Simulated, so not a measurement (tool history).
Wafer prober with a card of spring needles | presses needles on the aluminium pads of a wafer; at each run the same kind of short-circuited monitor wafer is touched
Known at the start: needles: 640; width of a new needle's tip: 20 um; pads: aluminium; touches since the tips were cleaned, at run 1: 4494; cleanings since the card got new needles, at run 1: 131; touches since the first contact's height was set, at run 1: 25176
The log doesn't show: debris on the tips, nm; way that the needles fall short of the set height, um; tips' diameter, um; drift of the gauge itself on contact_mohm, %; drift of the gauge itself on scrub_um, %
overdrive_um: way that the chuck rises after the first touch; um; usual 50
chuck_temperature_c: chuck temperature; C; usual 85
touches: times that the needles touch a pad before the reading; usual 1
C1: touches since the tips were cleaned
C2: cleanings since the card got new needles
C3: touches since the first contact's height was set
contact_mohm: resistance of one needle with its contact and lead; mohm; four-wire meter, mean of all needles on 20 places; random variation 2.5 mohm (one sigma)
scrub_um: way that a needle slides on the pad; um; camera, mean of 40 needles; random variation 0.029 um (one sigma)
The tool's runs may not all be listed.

Run 1, hour 0: usual settings; C1 4494; C2 131; C3 25176. Result: contact_mohm 279 mohm, scrub_um 6.91 um.
At hour 2.4: tips cleaned on abrasive film.
At hour 14.3: tips cleaned on abrasive film.
At hour 23.8: tips cleaned on abrasive film.
At hour 35.7: tips cleaned on abrasive film.
At hour 47.5: tips cleaned on abrasive film.
Run 2, hour 47.7: usual settings; C1 126; C2 136; C3 52876. Result: contact_mohm 283 mohm, scrub_um 6.91 um.
At hour 57.2: tips cleaned on abrasive film.
At hour 69.1: tips cleaned on abrasive film.
At hour 81: tips cleaned on abrasive film.
At hour 92.8: tips cleaned on abrasive film.
Run 3, hour 100.3: usual settings; C1 4387; C2 140; C3 83467. Result: contact_mohm 281 mohm, scrub_um 6.87 um.
At hour 102.7: tips cleaned on abrasive film.
At hour 114.6: tips cleaned on abrasive film.
At hour 126.5: tips cleaned on abrasive film.
At hour 138.3: tips cleaned on abrasive film.
At hour 150.2: tips cleaned on abrasive film.
At hour 162: tips cleaned on abrasive film.
At hour 172.1: tips cleaned on abrasive film.
Run 4, hour 172.1: usual settings; C1 0; C2 147; C3 125198. Result: contact_mohm 281 mohm, scrub_um 6.89 um.
At hour 184: tips cleaned on abrasive film.
At hour 193.5: tips cleaned on abrasive film.
At hour 205.3: tips cleaned on abrasive film.
Run 5, hour 211.5: usual settings; C1 3605; C2 150; C3 148103. Result: contact_mohm 280 mohm, scrub_um 6.91 um.
At hour 216.3: tips cleaned on abrasive film.
At hour 225.8: tips cleaned on abrasive film.
At hour 237.7: tips cleaned on abrasive film.
Run 6, hour 245.8: usual settings; C1 4760; C2 153; C3 168030. Result: contact_mohm 281 mohm, scrub_um 6.83 um.
At hour 248.2: tips cleaned on abrasive film.
At hour 260.1: tips cleaned on abrasive film.
At hour 271.9: tips cleaned on abrasive film.
At hour 283.8: tips cleaned on abrasive film.
At hour 295.6: tips cleaned on abrasive film.
At hour 307.5: tips cleaned on abrasive film.
Run 7, hour 308.4: usual settings but touches 2; C1 534; C2 159; C3 204411. Result: contact_mohm 277 mohm, scrub_um 6.91 um.
At hour 317.9: tips cleaned on abrasive film.
At hour 325.3: height of the first contact set anew.
At hour 330.1: tips cleaned on abrasive film.
At hour 341.9: tips cleaned on abrasive film.
At hour 353.8: tips cleaned on abrasive film.
At hour 365.6: tips cleaned on abrasive film.
At hour 377.5: tips cleaned on abrasive film.
Run 8, hour 379.9: usual settings but touches 2; C1 1430; C2 165; C3 31763. Result: contact_mohm 280 mohm, scrub_um 6.96 um.
At hour 387.1: tips cleaned on abrasive film.
At hour 398.9: tips cleaned on abrasive film.
At hour 410.8: tips cleaned on abrasive film.
Run 9, hour 411.2: usual settings but overdrive_um 49 um; C1 243; C2 168; C3 49938. Result: contact_mohm 279 mohm, scrub_um 6.79 um.
At hour 420.7: tips cleaned on abrasive film.
At hour 432.6: tips cleaned on abrasive film.
At hour 444.4: tips cleaned on abrasive film.
Run 10, hour 452.9: usual settings; C1 4974; C2 171; C3 74217. Result: contact_mohm 276 mohm, scrub_um 6.9 um.
At hour 455.3: tips cleaned on abrasive film.
At hour 467.2: tips cleaned on abrasive film.
At hour 479.1: tips cleaned on abrasive film.
At hour 490.9: tips cleaned on abrasive film.
Run 11, hour 500.1: usual settings; C1 5398; C2 175; C3 101674. Result: contact_mohm 281 mohm, scrub_um 6.88 um.
At hour 502.6: tips cleaned on abrasive film.
At hour 514.4: tips cleaned on abrasive film.
At hour 526.3: tips cleaned on abrasive film.
At hour 538.1: tips cleaned on abrasive film.
At hour 550: tips cleaned on abrasive film.
Run 12, hour 556: usual settings; C1 3543; C2 180; C3 134171. Result: contact_mohm 278 mohm, scrub_um 6.89 um.
At hour 560.8: tips cleaned on abrasive film.
At hour 572.7: tips cleaned on abrasive film.
At hour 582.2: tips cleaned on abrasive film.
At hour 594: tips cleaned on abrasive film.
At hour 605.9: tips cleaned on abrasive film.
Run 13, hour 613.9: usual settings but overdrive_um 52 um, chuck_temperature_c 72 C, touches 2; C1 4690; C2 185; C3 167815. Result: contact_mohm 275 mohm, scrub_um 7.18 um.

Run 14 comes next. What will it give?
At hour 616.3: tips cleaned on abrasive film.
At hour 625.8: tips cleaned on abrasive film.
At hour 637.7: tips cleaned on abrasive film.
At hour 647.2: tips cleaned on abrasive film.
Run 14, hour 653.2: usual settings but overdrive_um 60 um, chuck_temperature_c 111 C; C1 3553; C2 189; C3 190670. Result: contact_mohm ?, scrub_um ?.

Run 14 gave contact_mohm 279 mohm, scrub_um 8.26 um.
Without the tool's hidden state the same run would have given contact_mohm 279 mohm, scrub_um 8.26 um.
